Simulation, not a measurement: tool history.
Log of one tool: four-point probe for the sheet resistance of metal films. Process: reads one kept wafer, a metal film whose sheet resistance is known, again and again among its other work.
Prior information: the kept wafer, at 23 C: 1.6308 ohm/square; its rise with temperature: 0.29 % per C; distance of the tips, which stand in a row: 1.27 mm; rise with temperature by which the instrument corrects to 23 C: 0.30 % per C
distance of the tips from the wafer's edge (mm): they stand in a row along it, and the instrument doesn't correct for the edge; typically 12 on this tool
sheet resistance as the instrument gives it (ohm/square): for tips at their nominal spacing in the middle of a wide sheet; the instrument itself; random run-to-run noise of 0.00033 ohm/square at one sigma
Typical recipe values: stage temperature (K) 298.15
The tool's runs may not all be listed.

run	hour	stage temperature (K)	distance of the tips from the wafer's edge (mm)	sheet resistance as the instrument gives it (ohm/square)
1	0.0	298.15	12	1.651132
2	52.2	298.15	10	1.655768
3	107.0	298.15	12	1.652128
4	178.7	298.15	12	1.652607
5	244.1	298.15	30	1.645503
6	312.5	298.15	30	1.646149
7	385.3	298.15	30	1.646723
8	437.8	298.15	30	1.647445
9	499.1	298.15	23	1.649044
10	548.4	298.15	13	1.655427
11	618.9	298.15	13	1.655969
12	658.0	298.15	6	1.686489
13	707.1	298.15	6	1.686592
14	757.2	298.15	6	1.687599
# hour 798.2: new probe head fitted
15	811.9	298.15	6	1.665167
16	877.0	298.15	6	1.666057
17	945.9	298.15	6	1.666620
18	982.7	304.15	12	1.637538
19	1022.7	304.15	12	1.638139
20	1072.6	304.15	12	1.638953
21	1145.4	303.15	17	1.634498
# hour 1151.7: stage's thermometer calibrated
22	1214.3	303.15	17	1.635567
23	1256.1	292.15	12	1.642152
# hour 1306.3: stage's thermometer calibrated, once more
24	1315.6	298.15	13	1.640762
25	1368.0	299.15	13	1.641042
26	1431.5	304.15	12	1.642579
27	1474.0	304.15	12	1.642678
28	1511.5	304.15	12	1.643211
29	1558.8	293.15	43	1.636694
30	1618.8	301.15	36	1.636484
31	1691.6	301.15	36	1.636882
32	1759.6	300.15	12	1.646563
33	1826.2	301.15	6	1.675537
34	1863.0	301.15	6	1.676732
35	1927.0	298.15	9	1.655845
36	1992.0	295.15	18	1.643907
37	2057.3	307.15	5	1.693881

Forecast each of these 4 alternatives for the next run:
A	2117.0	305.15	34	?
B	2117.0	298.15	22	?
C	2117.0	304.15	5	?
D	2117.0	306.15	12	?

run	sheet resistance as the instrument gives it (ohm/square)
A	1.640127
B	1.643573
C	1.694225
D	1.649113
Take away the tool's hidden state, keep each run's random variation, and the runs would have read:
run	sheet resistance as the instrument gives it (ohm/square)
A	1.630196
B	1.633629
C	1.683995
D	1.639131
